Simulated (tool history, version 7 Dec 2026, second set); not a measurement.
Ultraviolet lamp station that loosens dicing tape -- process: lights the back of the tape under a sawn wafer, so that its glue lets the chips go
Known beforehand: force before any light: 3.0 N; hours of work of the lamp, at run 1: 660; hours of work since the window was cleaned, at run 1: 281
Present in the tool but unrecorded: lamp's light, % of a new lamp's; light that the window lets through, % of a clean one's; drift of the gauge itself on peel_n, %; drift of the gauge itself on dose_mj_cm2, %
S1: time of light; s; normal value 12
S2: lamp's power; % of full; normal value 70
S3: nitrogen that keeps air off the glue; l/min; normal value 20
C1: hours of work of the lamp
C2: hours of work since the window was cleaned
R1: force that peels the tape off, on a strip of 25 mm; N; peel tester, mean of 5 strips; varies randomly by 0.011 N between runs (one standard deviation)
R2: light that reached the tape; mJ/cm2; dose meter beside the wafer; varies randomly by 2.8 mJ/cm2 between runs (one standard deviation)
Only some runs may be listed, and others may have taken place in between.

{"run": 1, "hour": 0.0, "S1": 12, "S2": 70, "S3": 20, "C1": 660, "C2": 281, "R1": 0.491, "R2": 387}
{"run": 2, "hour": 19.3, "S1": 23, "S2": 70, "S3": 20, "C1": 668, "C2": 289, "R1": 0.228, "R2": 732}
{"run": 3, "hour": 63.8, "S1": 23, "S2": 70, "S3": 20, "C1": 688, "C2": 309, "R1": 0.234, "R2": 736}
{"run": 4, "hour": 90.9, "S1": 23, "S2": 70, "S3": 20, "C1": 700, "C2": 321, "R1": 0.216, "R2": 731}
{"run": 5, "hour": 115.9, "S1": 23, "S2": 70, "S3": 20, "C1": 711, "C2": 331, "R1": 0.219, "R2": 744}
{"run": 6, "hour": 159.5, "S1": 23, "S2": 70, "S3": 20, "C1": 730, "C2": 351, "R1": 0.214, "R2": 734}
{"run": 7, "hour": 181.0, "S1": 9, "S2": 70, "S3": 20, "C1": 739, "C2": 360, "R1": 0.729, "R2": 284}
{"run": 8, "hour": 200.9, "S1": 9, "S2": 70, "S3": 20, "C1": 748, "C2": 369, "R1": 0.736, "R2": 287}
{"run": 9, "hour": 223.7, "S1": 15, "S2": 70, "S3": 20, "C1": 758, "C2": 379, "R1": 0.362, "R2": 476}
{"run": 10, "hour": 242.4, "S1": 15, "S2": 70, "S3": 20, "C1": 766, "C2": 387, "R1": 0.372, "R2": 479}
{"run": 11, "hour": 281.8, "S1": 12, "S2": 70, "S3": 26, "C1": 783, "C2": 404, "R1": 0.446, "R2": 385}
{"run": 12, "hour": 302.1, "S1": 12, "S2": 70, "S3": 26, "C1": 792, "C2": 413, "R1": 0.43, "R2": 384}
{"run": 13, "hour": 346.2, "S1": 12, "S2": 70, "S3": 26, "C1": 812, "C2": 432, "R1": 0.418, "R2": 381}
{"run": 14, "hour": 384.1, "S1": 12, "S2": 70, "S3": 22, "C1": 828, "C2": 449, "R1": 0.483, "R2": 386}
{"run": 15, "hour": 414.0, "S1": 12, "S2": 70, "S3": 22, "C1": 841, "C2": 462, "R1": 0.468, "R2": 383}
{"run": 16, "hour": 438.6, "S1": 12, "S2": 68, "S3": 20, "C1": 852, "C2": 473, "R1": 0.544, "R2": 372}
{"run": 17, "hour": 472.4, "S1": 12, "S2": 68, "S3": 20, "C1": 867, "C2": 488, "R1": 0.486, "R2": 374}
{"run": 18, "hour": 514.4, "S1": 12, "S2": 68, "S3": 16, "C1": 885, "C2": 506, "R1": 0.59, "R2": 372}
{"run": 19, "hour": 548.8, "S1": 12, "S2": 70, "S3": 20, "C1": 900, "C2": 521, "R1": 0.511, "R2": 380}
{"run": 20, "hour": 582.0, "S1": 12, "S2": 70, "S3": 20, "C1": 915, "C2": 536, "R1": 0.492, "R2": 381}
{"run": 21, "hour": 625.7, "S1": 12, "S2": 70, "S3": 20, "C1": 934, "C2": 555, "R1": 0.507, "R2": 378}
{"run": 22, "hour": 655.1, "S1": 12, "S2": 70, "S3": 20, "C1": 947, "C2": 568, "R1": 0.497, "R2": 390}
{"run": 23, "hour": 675.4, "S1": 12, "S2": 70, "S3": 20, "C1": 956, "C2": 577, "R1": 0.508, "R2": 387}
{"run": 24, "hour": 694.1, "S1": 12, "S2": 70, "S3": 20, "C1": 964, "C2": 585, "R1": 0.476, "R2": 384}
{"run": 25, "hour": 733.9, "S1": 12, "S2": 82, "S3": 11, "C1": 981, "C2": 602, "R1": 0.582, "R2": 455}
{"hour": 760.5, "done": "lamp changed"}
{"run": 26, "hour": 763.6, "S1": 16, "S2": 88, "S3": 7, "C1": 1, "C2": 615, "R1": 0.443, "R2": 647}
{"run": 27, "hour": 796.5, "S1": 19, "S2": 65, "S3": 20, "C1": 16, "C2": 629, "R1": 0.299, "R2": 567}
{"run": 28, "hour": 842.0, "S1": 12, "S2": 65, "S3": 11, "C1": 36, "C2": 649, "R1": 0.769, "R2": 357}
{"run": 29, "hour": 861.6, "S1": 12, "S2": 65, "S3": 11, "C1": 44, "C2": 658, "R1": 0.746, "R2": 354}
{"run": 30, "hour": 892.4, "S1": 12, "S2": 65, "S3": 11, "C1": 58, "C2": 671, "R1": 0.768, "R2": 355}
{"hour": 913.2, "done": "window cleaned of glue's vapour"}
{"run": 31, "hour": 920.3, "S1": 15, "S2": 79, "S3": 14, "C1": 70, "C2": 3, "R1": 0.378, "R2": 543}
{"run": 32, "hour": 964.3, "S1": 12, "S2": 64, "S3": 8, "C1": 89, "C2": 22, "R1": 0.862, "R2": 351}
{"run": 33, "hour": 1008.5, "S1": 12, "S2": 64, "S3": 8, "C1": 108, "C2": 42, "R1": 0.866, "R2": 354}
{"run": 34, "hour": 1042.1, "S1": 12, "S2": 90, "S3": 8, "C1": 123, "C2": 56, "R1": 0.611, "R2": 495}
{"run": 35, "hour": 1072.3, "S1": 7, "S2": 76, "S3": 20, "C1": 136, "C2": 70, "R1": 0.897, "R2": 237}
{"run": 36, "hour": 1096.5, "S1": 11, "S2": 70, "S3": 32, "C1": 147, "C2": 80, "R1": 0.428, "R2": 353}

Run 37 is up next; what results do you expect?
{"run": 37, "hour": 1134.7, "S1": 14, "S2": 60, "S3": 24, "C1": 164, "C2": 97, "R1": "?", "R2": "?"}

R1: 0.445 N
R2: 385 mJ/cm2
If the tool had no hidden condition, the same run with the same run-to-run variation would have returned R1 0.444 N, R2 385 mJ/cm2.
